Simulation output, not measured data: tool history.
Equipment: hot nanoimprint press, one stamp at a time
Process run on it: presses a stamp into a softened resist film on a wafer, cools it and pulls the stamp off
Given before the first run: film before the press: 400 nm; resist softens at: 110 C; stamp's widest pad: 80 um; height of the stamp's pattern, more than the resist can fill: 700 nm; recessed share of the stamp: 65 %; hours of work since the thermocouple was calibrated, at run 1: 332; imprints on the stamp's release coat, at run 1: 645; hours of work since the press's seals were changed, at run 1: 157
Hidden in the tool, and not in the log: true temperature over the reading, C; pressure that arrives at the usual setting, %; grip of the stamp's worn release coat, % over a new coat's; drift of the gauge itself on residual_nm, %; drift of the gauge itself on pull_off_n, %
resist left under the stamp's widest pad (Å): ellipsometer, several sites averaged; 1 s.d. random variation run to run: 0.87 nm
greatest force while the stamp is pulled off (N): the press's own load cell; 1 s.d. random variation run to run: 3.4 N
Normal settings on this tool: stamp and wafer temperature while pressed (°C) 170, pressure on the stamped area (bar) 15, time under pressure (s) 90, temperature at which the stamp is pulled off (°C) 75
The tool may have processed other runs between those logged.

run   hour  stamp and wafer temperature while pressed (°C)  pressure on the stamped area (bar)  time under pressure (s)  temperature at which the stamp is pulled off (°C)  hours of work since the thermocouple was calibrated  imprints on the stamp's release coat  hours of work since the press's seals were changed  resist left under the stamp's widest pad (Å)  greatest force while the stamp is pulled off (N)
  1      0                                             170                                  15                       90                                                 75                                                  332                                   645                                                 157                                          1472                                               195
  2   15.9                                             170                                  15                       90                                                 75                                                  341                                   674                                                 167                                          1451                                               203
  3   33.7                                             170                                  15                       90                                                 75                                                  351                                   706                                                 177                                          1455                                               208
  4   49.3                                             170                                  15                       90                                                 75                                                  360                                   734                                                 186                                          1465                                               213
  5   68.2                                             170                                  15                       90                                                 75                                                  371                                   769                                                 197                                          1460                                               208
  6   81.6                                             170                                  15                      130                                                 75                                                  379                                   793                                                 205                                          1238                                               214
  7   95.9                                             170                                  15                      130                                                 75                                                  387                                   819                                                 213                                          1237                                               218
  8  107.2                                             170                                  15                      130                                                 73                                                  394                                   840                                                 220                                          1236                                               234
  9  125.7                                             170                                  15                       90                                                 75                                                  405                                   873                                                 231                                          1440                                               218
 10  144.7                                             170                                17.4                       90                                                 75                                                  416                                   908                                                 242                                          1345                                               224
 11  162.8                                             170                                14.2                       90                                                 75                                                  426                                   941                                                 252                                          1470                                               220
 12  177.4                                             170                                  15                      115                                                 75                                                  435                                   968                                                 261                                          1299                                               224
 13  192.6                                             170                                  15                       52                                                 75                                                  444                                   995                                                 270                                          1791                                               227
 14  202.4                                             170                                15.2                       90                                                 75                                                  450                                  1013                                                 275                                          1427                                               223
 15  217.6                                             170                                15.2                       90                                                 70                                                  458                                  1041                                                 284                                          1416                                               254
 16  236.5                                             177                                  15                       90                                                 66                                                  469                                  1075                                                 295                                           997                                               273
 17  248.9                                             177                                  15                       90                                                 66                                                  477                                  1098                                                 303                                          1003                                               287
 18  267.6                                             173                                12.4                       70                                                 77                                                  488                                  1132                                                 313                                          1487                                               225
 19  279.3                                             158                                 9.7                      121                                                 61                                                  494                                  1153                                                 320                                          2753                                               306
 20  298.4                                             158                                 9.7                      121                                                 61                                                  506                                  1188                                                 331                                          2735                                               314
 21  317.8                                             158                                 9.7                      121                                                 61                                                  517                                  1223                                                 343                                          2749                                               309
       322  -- plate thermocouple calibrated
 22  337.5                                             178                                  15                       90                                                 63                                                    9                                  1254                                                 352                                          1043                                               317
 23  354.4                                             175                                21.3                      136                                                 70                                                   19                                  1284                                                 362                                           852                                               280
 24  370.6                                             166                                16.8                      135                                                 69                                                   28                                  1314                                                 372                                          1576                                               297
 25  383.6                                             164                                19.2                      136                                                 77                                                   36                                  1338                                                 379                                          1666                                               259
 26  402.9                                             164                                19.2                      136                                                 77                                                   47                                  1373                                                 391                                          1638                                               250
 27  411.5                                             178                                13.6                       71                                                 70                                                   52                                  1388                                                 396                                          1201                                               299
 28  420.5                                             170                                  15                       90                                                 70                                                   57                                  1405                                                 401                                          1563                                               294
 29  433.2                                             170                                  15                      177                                                 75                                                   65                                  1428                                                 408                                          1176                                               268

How the hidden state differs across the entries between the runs, from the last listed run before each to the first after it:
After run 21, before run 22: plate thermocouple calibrated (hour 322)
  true temperature over the reading, C: 1.93 -> -0.07; pressure that arrives at the usual setting, %: 98.51 -> 98.48; grip of the stamp's worn release coat, % over a new coat's: 55.2 -> 56.8
  measured minus no-state result, resist left under the stamp's widest pad (Å): -207 -> +12; greatest force while the stamp is pulled off (N): +104 -> +115
